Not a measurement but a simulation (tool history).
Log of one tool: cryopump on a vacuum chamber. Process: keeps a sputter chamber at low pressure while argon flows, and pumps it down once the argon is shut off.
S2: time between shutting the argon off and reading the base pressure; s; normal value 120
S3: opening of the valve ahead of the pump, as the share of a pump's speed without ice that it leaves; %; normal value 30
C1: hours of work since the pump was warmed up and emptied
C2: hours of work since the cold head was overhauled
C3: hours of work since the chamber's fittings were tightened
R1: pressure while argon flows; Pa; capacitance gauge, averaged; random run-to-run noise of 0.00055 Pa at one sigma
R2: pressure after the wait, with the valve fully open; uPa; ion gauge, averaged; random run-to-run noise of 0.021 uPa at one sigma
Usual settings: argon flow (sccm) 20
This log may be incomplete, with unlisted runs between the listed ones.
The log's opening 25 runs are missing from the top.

{"run": 26, "hour": 362.2, "argon flow (sccm)": 10, "S2": 120, "S3": 30, "C1": 452, "C2": 452, "C3": 2160, "R1": 0.0295, "R2": 1.26}
{"run": 27, "hour": 371.2, "argon flow (sccm)": 10, "S2": 77, "S3": 25, "C1": 456, "C2": 456, "C3": 2164, "R1": 0.0353, "R2": 1.49}
{"run": 28, "hour": 389.3, "argon flow (sccm)": 37, "S2": 76, "S3": 20, "C1": 464, "C2": 464, "C3": 2172, "R1": 0.1653, "R2": 1.46}
{"run": 29, "hour": 402.0, "argon flow (sccm)": 37, "S2": 76, "S3": 20, "C1": 470, "C2": 470, "C3": 2177, "R1": 0.1663, "R2": 1.44}
{"run": 30, "hour": 418.2, "argon flow (sccm)": 37, "S2": 76, "S3": 20, "C1": 477, "C2": 477, "C3": 2184, "R1": 0.1642, "R2": 1.5}
{"run": 31, "hour": 430.6, "argon flow (sccm)": 37, "S2": 115, "S3": 20, "C1": 482, "C2": 482, "C3": 2190, "R1": 0.1674, "R2": 1.32}
{"run": 32, "hour": 449.3, "argon flow (sccm)": 26, "S2": 34, "S3": 30, "C1": 490, "C2": 490, "C3": 2198, "R1": 0.0785, "R2": 2.14}
{"run": 33, "hour": 459.0, "argon flow (sccm)": 31, "S2": 120, "S3": 29, "C1": 494, "C2": 494, "C3": 2202, "R1": 0.0964, "R2": 1.25}
{"run": 34, "hour": 472.2, "argon flow (sccm)": 31, "S2": 120, "S3": 29, "C1": 500, "C2": 500, "C3": 2208, "R1": 0.0963, "R2": 1.27}

Forecast each of these 3 alternatives for the next run:
{"run": "A", "hour": 481.8, "argon flow (sccm)": 20, "S2": 120, "S3": 18, "C1": 504, "C2": 504, "C3": 2212, "R1": "?", "R2": "?"}
{"run": "B", "hour": 481.8, "argon flow (sccm)": 9, "S2": 120, "S3": 29, "C1": 504, "C2": 504, "C3": 2212, "R1": "?", "R2": "?"}
{"run": "C", "hour": 481.8, "argon flow (sccm)": 8, "S2": 244, "S3": 16, "C1": 504, "C2": 504, "C3": 2212, "R1": "?", "R2": "?"}

run=A R1=0.0992 R2=1.30
run=B R1=0.0274 R2=1.29
run=C R1=0.0449 R2=1.11
Without the tool's unlogged condition, the same runs would have read:
run=A R1=0.0971 R2=0.49
run=B R1=0.0265 R2=0.49
run=C R1=0.0441 R2=0.30
